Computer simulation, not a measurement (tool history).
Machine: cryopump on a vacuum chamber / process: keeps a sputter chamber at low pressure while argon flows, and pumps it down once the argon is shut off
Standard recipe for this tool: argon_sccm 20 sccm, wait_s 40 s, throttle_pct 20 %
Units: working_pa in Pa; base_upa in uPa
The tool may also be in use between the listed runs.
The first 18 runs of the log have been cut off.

run,hour,argon_sccm,wait_s,throttle_pct,hours of work since the pump was warmed up and emptied,hours of work since the cold head was overhauled,hours of work since the chamber's fittings were tightened,working_pa,base_upa
19,259.9,9,239,23,517,517,3256,0.0328,1.58
20,280.9,20,40,24,536,536,3275,0.0693,2.98
# hour 291: leaking fittings of the chamber tightened, without venting
21,302.8,8,83,21,554,554,11,0.0315,0.96
22,317.7,17,28,20,567,567,24,0.0702,2.52
23,331.8,17,102,50,579,579,36,0.0306,0.8
24,352.6,17,102,55,598,598,55,0.0281,0.84
25,365.6,20,40,19,609,609,66,0.0875,1.83
26,378.6,22,94,46,621,621,78,0.0422,0.9
27,398,22,49,46,638,638,95,0.0427,1.53
28,416.5,15,29,22,655,655,111,0.0576,2.46
29,432.7,15,29,22,669,669,126,0.0579,2.45
30,443.7,15,29,22,679,679,136,0.0573,2.53
31,463.7,9,29,22,696,696,153,0.0345,2.45
32,483.7,14,29,27,714,714,171,0.0444,2.51
33,503,34,214,17,731,731,188,0.1679,0.54
34,512.5,34,214,17,740,740,197,0.1666,0.57

Each row is a separate what-if for the run after 34, all from the same tool condition, not one after another. Results?
A,530.3,17,38,57,756,756,212,?,?
B,530.3,14,25,42,756,756,212,?,?
C,530.3,34,214,20,756,756,212,?,?
D,530.3,20,214,17,756,756,212,?,?

run,working_pa,base_upa
A,0.0278,1.91
B,0.03,2.87
C,0.144,0.58
D,0.0988,0.59
With no hidden state in the tool, these same runs would have given:
run,working_pa,base_upa
A,0.0238,1.79
B,0.0267,2.74
C,0.136,0.46
D,0.0941,0.46
